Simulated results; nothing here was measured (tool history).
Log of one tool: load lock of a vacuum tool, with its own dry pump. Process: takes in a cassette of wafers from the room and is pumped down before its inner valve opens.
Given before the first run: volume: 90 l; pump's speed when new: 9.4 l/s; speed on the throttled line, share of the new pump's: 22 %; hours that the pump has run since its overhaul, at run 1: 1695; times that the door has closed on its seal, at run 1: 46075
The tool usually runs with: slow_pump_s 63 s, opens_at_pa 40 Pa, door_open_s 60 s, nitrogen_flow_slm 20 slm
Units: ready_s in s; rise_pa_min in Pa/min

| run | hour | slow_pump_s | opens_at_pa | door_open_s | nitrogen_flow_slm | hours that the pump has run since its overhaul | times that the door has closed on its seal | incoming humidity of the room's air, % | ready_s | rise_pa_min |
|---|---|---|---|---|---|---|---|---|---|---|
| 1 | 0.0 | 63 | 40 | 60 | 20 | 1695 | 46075 | 43.8 | 127.6 | 0.188 |
| 2 | 224.8 | 32 | 40 | 60 | 20 | 1919 | 46683 | 44.6 | 101.7 | 0.191 |
| 3 | 606.3 | 63 | 40 | 60 | 7 | 2301 | 47713 | 48.5 | 127.9 | 0.201 |
| 4 | 1054.4 | 68 | 40 | 60 | 20 | 2749 | 48924 | 46.0 | 131.3 | 0.204 |
| 5 | 1247.7 | 68 | 40 | 60 | 20 | 2942 | 49446 | 45.9 | 131.5 | 0.204 |
| 6 | 1512.0 | 68 | 40 | 60 | 20 | 3207 | 50160 | 48.5 | 132.8 | 0.207 |
| 7 | 1864.1 | 68 | 40 | 60 | 20 | 3559 | 51111 | 46.0 | 131.6 | 0.215 |
| 8 | 2140.8 | 68 | 40 | 60 | 13 | 3835 | 51859 | 40.5 | 132.3 | 0.216 |
| 9 | 2500.1 | 68 | 40 | 60 | 13 | 4195 | 52830 | 44.5 | 133.4 | 0.227 |
| 10 | 2758.8 | 68 | 40 | 60 | 13 | 4453 | 53529 | 43.5 | 132.0 | 0.232 |
| 11 | 3128.2 | 68 | 40 | 60 | 13 | 4823 | 54527 | 46.4 | 133.1 | 0.246 |
| 12 | 3400.9 | 63 | 68 | 60 | 20 | 5095 | 55264 | 44.0 | 124.8 | 0.240 |
| 13 | 3856.3 | 63 | 40 | 60 | 11 | 5551 | 56494 | 48.1 | 130.9 | 0.248 |
| 14 | 4241.0 | 63 | 40 | 60 | 20 | 5936 | 57533 | 45.2 | 133.2 | 0.255 |
| 15 | 4484.4 | 63 | 40 | 60 | 20 | 6179 | 58191 | 43.0 | 132.6 | 0.256 |
| 16 | 4869.0 | 63 | 31 | 60 | 20 | 6564 | 59230 | 47.3 | 135.6 | 0.276 |
| 17 | 5072.2 | 63 | 31 | 70 | 26 | 6767 | 59779 | 47.6 | 134.3 | 0.272 |
| 18 | 5481.5 | 50 | 70 | 149 | 26 | 7176 | 60885 | 47.8 | 118.1 | 0.284 |
| 19 | 5795.4 | 50 | 70 | 149 | 26 | 7490 | 61733 | 48.2 | 118.7 | 0.296 |
| 20 | 6046.8 | 84 | 40 | 32 | 20 | 7741 | 62412 | 45.4 | 151.0 | 0.282 |

For run 21, what comes out?
| 21 | 6255.5 | 96 | 37 | 60 | 20 | 7950 | 62976 | 43.9 | ? | ? |

{"run 21": {"ready_s": 159.5, "rise_pa_min": 0.3}}
The same run, on a tool lacking any hidden state, would have yielded ready_s 150.1 s, rise_pa_min 0.033 Pa/min.

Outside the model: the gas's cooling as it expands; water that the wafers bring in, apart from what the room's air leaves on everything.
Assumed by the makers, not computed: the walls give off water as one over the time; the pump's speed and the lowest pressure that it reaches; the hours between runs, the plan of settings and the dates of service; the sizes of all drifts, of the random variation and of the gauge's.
